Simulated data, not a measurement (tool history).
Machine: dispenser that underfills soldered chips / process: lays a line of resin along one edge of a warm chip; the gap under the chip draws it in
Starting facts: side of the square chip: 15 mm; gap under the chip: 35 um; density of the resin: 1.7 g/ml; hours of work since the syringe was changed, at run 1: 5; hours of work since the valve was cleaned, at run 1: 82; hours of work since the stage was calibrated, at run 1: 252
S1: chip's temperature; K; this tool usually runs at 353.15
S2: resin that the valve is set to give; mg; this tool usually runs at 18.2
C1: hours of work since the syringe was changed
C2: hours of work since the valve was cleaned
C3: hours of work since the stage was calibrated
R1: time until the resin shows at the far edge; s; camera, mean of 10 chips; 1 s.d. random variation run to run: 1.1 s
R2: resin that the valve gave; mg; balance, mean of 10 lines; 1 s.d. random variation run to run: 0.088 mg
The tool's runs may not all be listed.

run 1 hour=0.0 | S1=353.15 S2=18.2 | C1=5 C2=82 C3=252 | R1=151.4 R2=16.75
-- hour=2.5 new syringe of resin
run 2 hour=6.7 | S1=353.15 S2=18.2 | C1=3 C2=86 C3=256 | R1=123.3 R2=16.72
-- hour=10.3 dispensing valve cleaned and set on the balance
-- hour=14.2 new syringe of resin
run 3 hour=17.3 | S1=353.15 S2=16.3 | C1=2 C2=4 C3=263 | R1=121.2 R2=16.13
-- hour=25.3 new syringe of resin
run 4 hour=29.5 | S1=353.15 S2=16.3 | C1=3 C2=12 C3=271 | R1=126.1 R2=16.09
-- hour=36.0 new syringe of resin
run 5 hour=40.5 | S1=353.15 S2=16.3 | C1=3 C2=19 C3=278 | R1=128.6 R2=16.04
-- hour=47.2 new syringe of resin
run 6 hour=52.8 | S1=353.15 S2=18.2 | C1=4 C2=27 C3=286 | R1=133.4 R2=17.59
-- hour=58.7 new syringe of resin
run 7 hour=63.2 | S1=353.15 S2=18.2 | C1=3 C2=34 C3=292 | R1=127.2 R2=17.49
-- hour=69.5 new syringe of resin
run 8 hour=69.9 | S1=353.15 S2=18.2 | C1=0 C2=38 C3=297 | R1=105.4 R2=17.51
run 9 hour=78.9 | S1=353.15 S2=18.2 | C1=6 C2=44 C3=303 | R1=162.6 R2=17.25
-- hour=80.3 new syringe of resin
run 10 hour=88.8 | S1=353.15 S2=17.0 | C1=6 C2=51 C3=309 | R1=156.0 R2=16.17
-- hour=91.2 new syringe of resin
run 11 hour=94.4 | S1=353.15 S2=17.0 | C1=2 C2=54 C3=312 | R1=122.0 R2=16.15
-- hour=102.2 new syringe of resin
run 12 hour=106.2 | S1=353.15 S2=20.5 | C1=3 C2=62 C3=320 | R1=123.0 R2=19.39
-- hour=112.8 new syringe of resin
run 13 hour=113.5 | S1=353.15 S2=20.5 | C1=0 C2=66 C3=325 | R1=103.2 R2=19.21
-- hour=123.4 new syringe of resin
run 14 hour=125.4 | S1=353.15 S2=20.5 | C1=1 C2=74 C3=332 | R1=112.1 R2=19.05
run 15 hour=133.2 | S1=353.15 S2=18.2 | C1=6 C2=79 C3=337 | R1=168.9 R2=16.59
-- hour=134.5 new syringe of resin
run 16 hour=143.8 | S1=367.15 S2=19.7 | C1=6 C2=86 C3=344 | R1=98.1 R2=18.04
-- hour=145.7 new syringe of resin
-- hour=147.6 dispensing valve cleaned and set on the balance
run 17 hour=155.6 | S1=367.15 S2=19.7 | C1=6 C2=5 C3=351 | R1=93.3 R2=19.51
-- hour=157.6 new syringe of resin
run 18 hour=162.3 | S1=357.15 S2=19.6 | C1=3 C2=10 C3=356 | R1=109.4 R2=19.37
-- hour=168.9 new syringe of resin
run 19 hour=172.7 | S1=357.15 S2=19.6 | C1=3 C2=16 C3=362 | R1=102.7 R2=19.19
-- hour=180.2 new syringe of resin
run 20 hour=181.7 | S1=350.15 S2=20.2 | C1=1 C2=22 C3=368 | R1=118.2 R2=19.94
-- hour=191.2 new syringe of resin
run 21 hour=194.1 | S1=346.15 S2=21.1 | C1=2 C2=30 C3=376 | R1=141.8 R2=20.52
-- hour=202.2 new syringe of resin
run 22 hour=202.4 | S1=365.15 S2=16.5 | C1=0 C2=35 C3=381 | R1=68.2 R2=16.00
-- hour=213.1 new syringe of resin
run 23 hour=214.6 | S1=345.15 S2=17.0 | C1=1 C2=43 C3=389 | R1=147.6 R2=16.36
run 24 hour=221.2 | S1=344.15 S2=18.5 | C1=5 C2=48 C3=394 | R1=206.5 R2=17.64
-- hour=224.0 new syringe of resin
run 25 hour=229.2 | S1=344.15 S2=18.5 | C1=3 C2=53 C3=399 | R1=178.4 R2=17.50
-- hour=234.6 new syringe of resin
run 26 hour=238.2 | S1=344.15 S2=18.5 | C1=2 C2=58 C3=404 | R1=163.3 R2=17.58
-- hour=245.2 new syringe of resin
run 27 hour=245.7 | S1=353.15 S2=21.0 | C1=0 C2=63 C3=409 | R1=102.0 R2=19.78
run 28 hour=254.9 | S1=367.15 S2=21.7 | C1=6 C2=69 C3=415 | R1=99.5 R2=20.32
-- hour=256.2 new syringe of resin
run 29 hour=265.8 | S1=367.15 S2=21.7 | C1=6 C2=76 C3=422 | R1=92.7 R2=20.09

Branching from run 29: 4 alternative next runs. What would each branch give?
-- hour=267.1 new syringe of resin
-- hour=277.8 new syringe of resin
run A hour=278.3 | S1=360.15 S2=17.9 | C1=0 C2=84 C3=430 | R1=? R2=?
-- hour=267.1 new syringe of resin
-- hour=277.8 new syringe of resin
run B hour=278.3 | S1=362.15 S2=23.2 | C1=0 C2=84 C3=430 | R1=? R2=?
-- hour=267.1 new syringe of resin
-- hour=277.8 new syringe of resin
run C hour=278.3 | S1=355.15 S2=19.6 | C1=0 C2=84 C3=430 | R1=? R2=?
-- hour=267.1 new syringe of resin
-- hour=277.8 new syringe of resin
run D hour=278.3 | S1=351.15 S2=18.4 | C1=0 C2=84 C3=430 | R1=? R2=?

run=A R1=81.6 R2=16.60
run=B R1=70.2 R2=21.25
run=C R1=93.8 R2=18.09
run=D R1=108.3 R2=16.98
With no hidden state in the tool, these same runs would have given:
run=A R1=81.5 R2=18.03
run=B R1=71.3 R2=23.09
run=C R1=94.5 R2=19.65
run=D R1=108.6 R2=18.44

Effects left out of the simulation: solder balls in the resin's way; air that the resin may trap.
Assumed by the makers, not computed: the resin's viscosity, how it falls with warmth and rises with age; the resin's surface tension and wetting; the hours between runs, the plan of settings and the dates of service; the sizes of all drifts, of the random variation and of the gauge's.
